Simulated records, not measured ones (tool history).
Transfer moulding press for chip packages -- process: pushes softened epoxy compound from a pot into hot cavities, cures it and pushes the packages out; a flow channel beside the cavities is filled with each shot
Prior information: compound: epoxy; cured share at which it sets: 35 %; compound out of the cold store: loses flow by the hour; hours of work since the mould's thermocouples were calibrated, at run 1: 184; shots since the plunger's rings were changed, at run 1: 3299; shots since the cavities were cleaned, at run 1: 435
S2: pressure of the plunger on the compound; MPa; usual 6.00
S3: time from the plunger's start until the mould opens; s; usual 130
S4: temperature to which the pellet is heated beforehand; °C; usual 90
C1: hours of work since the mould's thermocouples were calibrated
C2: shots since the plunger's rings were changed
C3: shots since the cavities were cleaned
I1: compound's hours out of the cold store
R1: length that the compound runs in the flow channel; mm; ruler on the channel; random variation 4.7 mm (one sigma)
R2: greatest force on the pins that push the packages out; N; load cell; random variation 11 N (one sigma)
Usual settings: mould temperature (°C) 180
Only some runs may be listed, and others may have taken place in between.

Run 1, hour 0.0: usual settings; C1 184; C2 3299; C3 435; I1 11.1. Result: R1 751 mm, R2 734 N.
Run 2, hour 14.9: usual settings; C1 191; C2 3409; C3 545; I1 24.9. Result: R1 731 mm, R2 792 N.
Run 3, hour 23.8: usual settings; C1 195; C2 3475; C3 611; I1 42.3. Result: R1 685 mm, R2 801 N.
Run 4, hour 33.2: usual settings; C1 200; C2 3544; C3 680; I1 24.5. Result: R1 717 mm, R2 830 N.
Run 5, hour 41.8: usual settings; C1 204; C2 3608; C3 744; I1 15.1. Result: R1 745 mm, R2 907 N.
Run 6, hour 52.0: usual settings; C1 209; C2 3683; C3 819; I1 38.7. Result: R1 690 mm, R2 878 N.
At hour 55.5: cavities cleaned with cleaning compound and waxed.
Run 7, hour 60.2: usual settings; C1 212; C2 3732; C3 34; I1 39.7. Result: R1 696 mm, R2 1161 N.
Run 8, hour 71.5: usual settings but S4 88 °C; C1 218; C2 3816; C3 118; I1 26.7. Result: R1 717 mm, R2 1113 N.
Run 9, hour 83.4: usual settings but S4 88 °C; C1 223; C2 3904; C3 206; I1 13.4. Result: R1 747 mm, R2 1140 N.
Run 10, hour 91.6: usual settings; C1 227; C2 3963; C3 265; I1 10.5. Result: R1 755 mm, R2 1115 N.
Run 11, hour 97.9: usual settings; C1 230; C2 4010; C3 312; I1 17.3. Result: R1 736 mm, R2 1115 N.
Run 12, hour 108.3: usual settings; C1 235; C2 4087; C3 389; I1 42.4. Result: R1 683 mm, R2 1084 N.
Run 13, hour 114.8: usual settings but mould temperature (°C) 184; C1 238; C2 4135; C3 437; I1 9.5. Result: R1 735 mm, R2 976 N.
Run 14, hour 128.7: usual settings but mould temperature (°C) 184; C1 245; C2 4238; C3 540; I1 21.0. Result: R1 717 mm, R2 969 N.
At hour 137.0: cavities cleaned with cleaning compound and waxed, once more.
Run 15, hour 137.0: usual settings but mould temperature (°C) 184; C1 248; C2 4287; C3 0; I1 13.5. Result: R1 729 mm, R2 423 N.
At hour 146.4: plunger's sealing rings changed.
Run 16, hour 153.0: usual settings but S2 6.36 MPa, S3 111 s, S4 92 °C; C1 255; C2 48; C3 100; I1 43.7. Result: R1 720 mm, R2 724 N.
Run 17, hour 164.3: usual settings but S2 6.36 MPa, S3 111 s, S4 92 °C; C1 260; C2 132; C3 184; I1 24.5. Result: R1 756 mm, R2 788 N.
Run 18, hour 173.8: usual settings but S2 6.36 MPa, S3 111 s, S4 92 °C; C1 265; C2 201; C3 253; I1 17.1. Result: R1 772 mm, R2 864 N.
Run 19, hour 188.3: usual settings but mould temperature (°C) 176; C1 272; C2 308; C3 360; I1 25.7. Result: R1 751 mm, R2 883 N.
Run 20, hour 194.9: usual settings but mould temperature (°C) 185, S2 5.95 MPa, S3 113 s, S4 94 °C; C1 275; C2 357; C3 409; I1 22.7. Result: R1 717 mm, R2 688 N.
Run 21, hour 204.0: usual settings but mould temperature (°C) 184, S2 4.92 MPa, S3 159 s, S4 88 °C; C1 279; C2 424; C3 476; I1 10.7. Result: R1 689 mm, R2 635 N.
Run 22, hour 212.7: usual settings but mould temperature (°C) 184, S2 4.92 MPa, S3 159 s, S4 88 °C; C1 284; C2 489; C3 541; I1 31.7. Result: R1 646 mm, R2 662 N.
Run 23, hour 227.4: usual settings but mould temperature (°C) 184, S2 4.92 MPa, S3 159 s, S4 88 °C; C1 291; C2 597; C3 649; I1 25.3. Result: R1 644 mm, R2 694 N.

Run 24 comes next. What will it give?
Run 24, hour 235.7: usual settings but S2 7.19 MPa, S3 161 s; C1 295; C2 658; C3 710; I1 34.0. Result: R1 ?, R2 ?.

R1: 789 mm
R2: 723 N
Had the tool carried no hidden state, the very same run would have given R1 797 mm, R2 424 N.

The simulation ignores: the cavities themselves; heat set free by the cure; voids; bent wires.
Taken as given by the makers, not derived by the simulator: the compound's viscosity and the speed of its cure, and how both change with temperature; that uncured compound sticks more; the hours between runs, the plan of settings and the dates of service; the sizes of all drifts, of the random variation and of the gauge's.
